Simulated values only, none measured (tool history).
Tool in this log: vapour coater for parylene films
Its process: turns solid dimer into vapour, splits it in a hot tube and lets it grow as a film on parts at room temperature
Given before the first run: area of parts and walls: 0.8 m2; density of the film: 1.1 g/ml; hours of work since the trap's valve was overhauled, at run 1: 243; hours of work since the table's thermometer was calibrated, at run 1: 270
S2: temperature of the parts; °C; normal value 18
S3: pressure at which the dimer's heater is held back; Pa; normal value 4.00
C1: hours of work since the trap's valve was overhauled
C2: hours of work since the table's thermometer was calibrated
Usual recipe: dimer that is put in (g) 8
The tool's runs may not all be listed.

Run 1, hour 0.0: usual settings; C1 243; C2 270. Result: thickness of the film (µm) 4.86.
At hour 5.7: trap's valve overhauled.
Run 2, hour 16.6: usual settings; C1 10; C2 281. Result: thickness of the film (µm) 5.54.
Run 3, hour 32.3: usual settings; C1 23; C2 295. Result: thickness of the film (µm) 5.62.
Run 4, hour 45.1: usual settings; C1 34; C2 306. Result: thickness of the film (µm) 5.53.
Run 5, hour 53.3: usual settings; C1 42; C2 314. Result: thickness of the film (µm) 5.53.
Run 6, hour 64.0: usual settings; C1 51; C2 323. Result: thickness of the film (µm) 5.47.
Run 7, hour 70.9: usual settings; C1 57; C2 329. Result: thickness of the film (µm) 5.38.
Run 8, hour 87.2: usual settings; C1 71; C2 343. Result: thickness of the film (µm) 5.42.
Run 9, hour 101.4: usual settings; C1 84; C2 356. Result: thickness of the film (µm) 5.34.
Run 10, hour 111.4: usual settings; C1 92; C2 364. Result: thickness of the film (µm) 5.33.
Run 11, hour 125.9: usual settings; C1 105; C2 377. Result: thickness of the film (µm) 5.30.
Run 12, hour 139.6: usual settings; C1 117; C2 389. Result: thickness of the film (µm) 5.28.
Run 13, hour 156.3: usual settings; C1 132; C2 404. Result: thickness of the film (µm) 5.25.
Run 14, hour 168.8: usual settings; C1 143; C2 415. Result: thickness of the film (µm) 5.21.
Run 15, hour 183.7: usual settings; C1 156; C2 428. Result: thickness of the film (µm) 5.16.
At hour 185.6: table's thermometer calibrated.
Run 16, hour 199.7: usual settings; C1 169; C2 12. Result: thickness of the film (µm) 5.07.
Run 17, hour 213.0: usual settings but dimer that is put in (g) 10, S2 11 °C, S3 3.55 Pa; C1 180; C2 24. Result: thickness of the film (µm) 7.75.
Run 18, hour 224.4: usual settings but dimer that is put in (g) 5, S3 8.67 Pa; C1 190; C2 34. Result: thickness of the film (µm) 2.95.
Run 19, hour 240.5: usual settings but dimer that is put in (g) 5, S3 8.67 Pa; C1 204; C2 48. Result: thickness of the film (µm) 3.02.
Run 20, hour 248.4: usual settings but dimer that is put in (g) 4, S3 8.67 Pa; C1 211; C2 55. Result: thickness of the film (µm) 2.40.
Run 21, hour 257.4: usual settings but dimer that is put in (g) 5, S3 2.68 Pa; C1 219; C2 63. Result: thickness of the film (µm) 3.20.
Run 22, hour 268.0: usual settings but dimer that is put in (g) 13, S3 2.68 Pa; C1 228; C2 72. Result: thickness of the film (µm) 8.06.
Run 23, hour 274.9: usual settings but S2 23 °C, S3 2.86 Pa; C1 235; C2 78. Result: thickness of the film (µm) 4.41.
At hour 288.1: table's thermometer calibrated, once more.
At hour 292.1: trap's valve overhauled.
Run 24, hour 292.3: usual settings but dimer that is put in (g) 5, S2 10 °C; C1 0; C2 0. Result: thickness of the film (µm) 4.28.
Run 25, hour 301.7: usual settings but dimer that is put in (g) 4, S2 20 °C, S3 10.89 Pa; C1 8; C2 8. Result: thickness of the film (µm) 2.47.
Run 26, hour 318.6: usual settings but dimer that is put in (g) 9, S2 12 °C; C1 23; C2 23. Result: thickness of the film (µm) 7.37.
Run 27, hour 333.2: usual settings but S2 22 °C, S3 2.88 Pa; C1 36; C2 36. Result: thickness of the film (µm) 4.97.
Run 28, hour 340.5: usual settings but S2 26 °C, S3 7.16 Pa; C1 42; C2 42. Result: thickness of the film (µm) 4.26.
Run 29, hour 351.7: usual settings but S2 29 °C; C1 52; C2 52. Result: thickness of the film (µm) 4.08.

Forecast each of these 3 alternatives for the next run:
Run A, hour 364.6: usual settings but dimer that is put in (g) 14, S2 10 °C, S3 2.10 Pa; C1 63; C2 63. Result: thickness of the film (µm) ?.
Run B, hour 364.6: usual settings but S2 19 °C, S3 7.05 Pa; C1 63; C2 63. Result: thickness of the film (µm) ?.
Run C, hour 364.6: usual settings but S2 11 °C; C1 63; C2 63. Result: thickness of the film (µm) ?.

run  thickness of the film (µm)
  A                       12.13
  B                        5.13
  C                        6.48
With no hidden state in the tool, these same runs would have given:
run  thickness of the film (µm)
  A                       12.61
  B                        5.34
  C                        6.74

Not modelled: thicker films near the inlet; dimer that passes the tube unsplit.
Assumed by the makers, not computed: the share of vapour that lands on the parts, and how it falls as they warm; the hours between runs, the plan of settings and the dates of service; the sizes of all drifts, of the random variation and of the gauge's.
